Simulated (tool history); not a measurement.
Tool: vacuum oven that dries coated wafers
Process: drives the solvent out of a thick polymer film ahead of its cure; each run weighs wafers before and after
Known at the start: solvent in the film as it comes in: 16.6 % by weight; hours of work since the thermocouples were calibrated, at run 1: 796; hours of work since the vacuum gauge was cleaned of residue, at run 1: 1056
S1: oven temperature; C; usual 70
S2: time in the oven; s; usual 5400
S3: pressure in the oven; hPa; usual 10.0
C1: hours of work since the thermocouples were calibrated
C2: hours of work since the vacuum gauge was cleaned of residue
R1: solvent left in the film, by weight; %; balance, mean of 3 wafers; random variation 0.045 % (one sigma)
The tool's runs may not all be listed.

{"run": 1, "hour": 0.0, "S1": 70, "S2": 5400, "S3": 10.0, "C1": 796, "C2": 1056, "R1": 3.98}
{"run": 2, "hour": 33.6, "S1": 70, "S2": 5400, "S3": 10.0, "C1": 820, "C2": 1080, "R1": 4.07}
{"run": 3, "hour": 60.6, "S1": 70, "S2": 8880, "S3": 10.0, "C1": 839, "C2": 1099, "R1": 1.95}
{"run": 4, "hour": 85.9, "S1": 70, "S2": 8880, "S3": 10.0, "C1": 857, "C2": 1117, "R1": 1.93}
{"run": 5, "hour": 114.3, "S1": 70, "S2": 5400, "S3": 35.3, "C1": 877, "C2": 1137, "R1": 4.44}
{"run": 6, "hour": 137.3, "S1": 70, "S2": 5400, "S3": 18.9, "C1": 893, "C2": 1154, "R1": 4.17}
{"hour": 148.1, "done": "oven's thermocouples calibrated"}
{"run": 7, "hour": 166.4, "S1": 70, "S2": 5400, "S3": 18.9, "C1": 13, "C2": 1173, "R1": 4.11}
{"run": 8, "hour": 217.3, "S1": 70, "S2": 4680, "S3": 10.0, "C1": 49, "C2": 1209, "R1": 4.7}
{"run": 9, "hour": 249.4, "S1": 70, "S2": 4680, "S3": 10.0, "C1": 72, "C2": 1232, "R1": 4.67}
{"run": 10, "hour": 272.3, "S1": 70, "S2": 4680, "S3": 10.0, "C1": 88, "C2": 1248, "R1": 4.74}

Run 11 comes next. What will it give?
{"run": 11, "hour": 319.1, "S1": 70, "S2": 4680, "S3": 10.0, "C1": 121, "C2": 1281, "R1": "?"}

R1: 4.70 %
Without the tool's hidden state the same run would have given R1 4.69 %.
